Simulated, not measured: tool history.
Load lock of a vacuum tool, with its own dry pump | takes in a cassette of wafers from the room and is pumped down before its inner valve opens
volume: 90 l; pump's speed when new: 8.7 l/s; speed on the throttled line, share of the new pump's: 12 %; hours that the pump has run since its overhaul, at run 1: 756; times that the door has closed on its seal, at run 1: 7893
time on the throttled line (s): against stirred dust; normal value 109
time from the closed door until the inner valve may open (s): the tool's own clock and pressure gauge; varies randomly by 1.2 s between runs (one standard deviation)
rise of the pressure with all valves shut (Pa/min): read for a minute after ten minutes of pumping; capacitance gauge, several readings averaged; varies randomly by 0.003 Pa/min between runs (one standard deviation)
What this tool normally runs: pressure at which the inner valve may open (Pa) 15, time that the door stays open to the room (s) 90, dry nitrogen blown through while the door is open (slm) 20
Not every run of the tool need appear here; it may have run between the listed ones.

| run | hour | time on the throttled line (s) | pressure at which the inner valve may open (Pa) | time that the door stays open to the room (s) | dry nitrogen blown through while the door is open (slm) | hours that the pump has run since its overhaul | times that the door has closed on its seal | incoming humidity of the room's air, % | time from the closed door until the inner valve may open (s) | rise of the pressure with all valves shut (Pa/min) |
|---|---|---|---|---|---|---|---|---|---|---|
| 1 | 0 | 109 | 15 | 90 | 20 | 756 | 7893 | 47.2 | 187.4 | 0.171 |
| 2 | 169.4 | 109 | 15 | 90 | 20 | 925 | 8700 | 45 | 189.4 | 0.186 |
| 3 | 303.9 | 109 | 15 | 90 | 20 | 1059 | 9341 | 44 | 188.5 | 0.197 |
| 4 | 407 | 109 | 15 | 90 | 20 | 1163 | 9832 | 40.4 | 188.9 | 0.206 |
| 5 | 543.7 | 109 | 15 | 90 | 20 | 1299 | 10484 | 50.2 | 190.1 | 0.226 |
| 6 | 750.6 | 109 | 15 | 90 | 20 | 1506 | 11469 | 44.4 | 190.8 | 0.243 |
| 7 | 908.7 | 109 | 15 | 90 | 20 | 1664 | 12222 | 48.8 | 191.4 | 0.257 |
| 8 | 1062.8 | 109 | 15 | 90 | 20 | 1818 | 12957 | 44.3 | 190.9 | 0.272 |

What does the tool deliver on the next run?
| 9 | 1199.1 | 86 | 15 | 90 | 20 | 1955 | 13606 | 43.5 | ? | ? |

For run 9 the tool returned time from the closed door until the inner valve may open (s) 171, rise of the pressure with all valves shut (Pa/min) 0.292.
Were there no unlogged condition in the tool, this run, its random variation unchanged, would have produced time from the closed door until the inner valve may open (s) 167.2, rise of the pressure with all valves shut (Pa/min) 0.046.
